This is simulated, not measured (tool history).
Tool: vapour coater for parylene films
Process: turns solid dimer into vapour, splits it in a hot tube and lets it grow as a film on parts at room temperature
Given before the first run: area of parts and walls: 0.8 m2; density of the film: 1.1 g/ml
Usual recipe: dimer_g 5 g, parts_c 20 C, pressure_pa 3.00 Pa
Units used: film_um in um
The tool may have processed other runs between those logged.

| run | hour | dimer_g | parts_c | pressure_pa | film_um |
|---|---|---|---|---|---|
| 1 | 0.0 | 5 | 20 | 3.00 | 3.52 |
| 2 | 18.3 | 5 | 20 | 3.00 | 3.51 |
| 3 | 37.2 | 5 | 20 | 3.00 | 3.49 |
| 4 | 63.9 | 5 | 31 | 3.00 | 2.84 |
|  | 84.8 | trap's valve overhauled |
| 5 | 94.0 | 4 | 31 | 3.00 | 2.47 |
| 6 | 108.8 | 4 | 31 | 3.00 | 2.46 |
| 7 | 143.4 | 7 | 20 | 3.00 | 5.31 |
| 8 | 168.6 | 5 | 20 | 3.00 | 3.80 |
|  | 172.3 | table's thermometer calibrated |
| 9 | 204.8 | 5 | 20 | 3.00 | 3.80 |
| 10 | 222.6 | 5 | 20 | 3.80 | 3.67 |
| 11 | 244.1 | 5 | 20 | 3.80 | 3.66 |
| 12 | 260.8 | 5 | 20 | 3.80 | 3.66 |
| 13 | 283.9 | 5 | 20 | 3.80 | 3.67 |
| 14 | 311.5 | 5 | 21 | 3.65 | 3.59 |
|  | 320.3 | table's thermometer calibrated, once more |
| 15 | 346.7 | 5 | 21 | 3.65 | 3.56 |
| 16 | 373.7 | 3 | 20 | 3.00 | 2.22 |
| 17 | 409.0 | 3 | 17 | 11.70 | 2.05 |
| 18 | 435.0 | 3 | 17 | 11.70 | 2.03 |
| 19 | 451.0 | 2 | 20 | 2.01 | 1.53 |
| 20 | 483.1 | 8 | 15 | 4.21 | 6.23 |
| 21 | 504.7 | 5 | 20 | 3.50 | 3.60 |
| 22 | 529.6 | 6 | 20 | 3.34 | 4.30 |
| 23 | 553.3 | 5 | 20 | 2.60 | 3.66 |

Below, some changes in film_um between adjacent runs. For each, the amount present without the hidden state too (settings, incoming material, random variation) and the amount remaining for the hidden state with gauge scatter not shared by both compared results:
What the log doesn't record here: vapour lost through the trap's worn valve, %; true temperature of the parts over the reading, C; drift of the gauge itself on film_um, %.
Run 4 -> 5: dimer_g 5 -> 4, trap's valve overhauled. film_um -0.37 um: hidden state +0.25, all else -0.62.
Run 6 -> 7: dimer_g 4 -> 7, parts_c 31 -> 20. film_um +2.85 um: hidden state -0.03, all else +2.88.
Run 19 -> 20: dimer_g 2 -> 8, parts_c 20 -> 15, pressure_pa 2.01 -> 4.21. film_um +4.70 um: hidden state -0.22, all else +4.92.
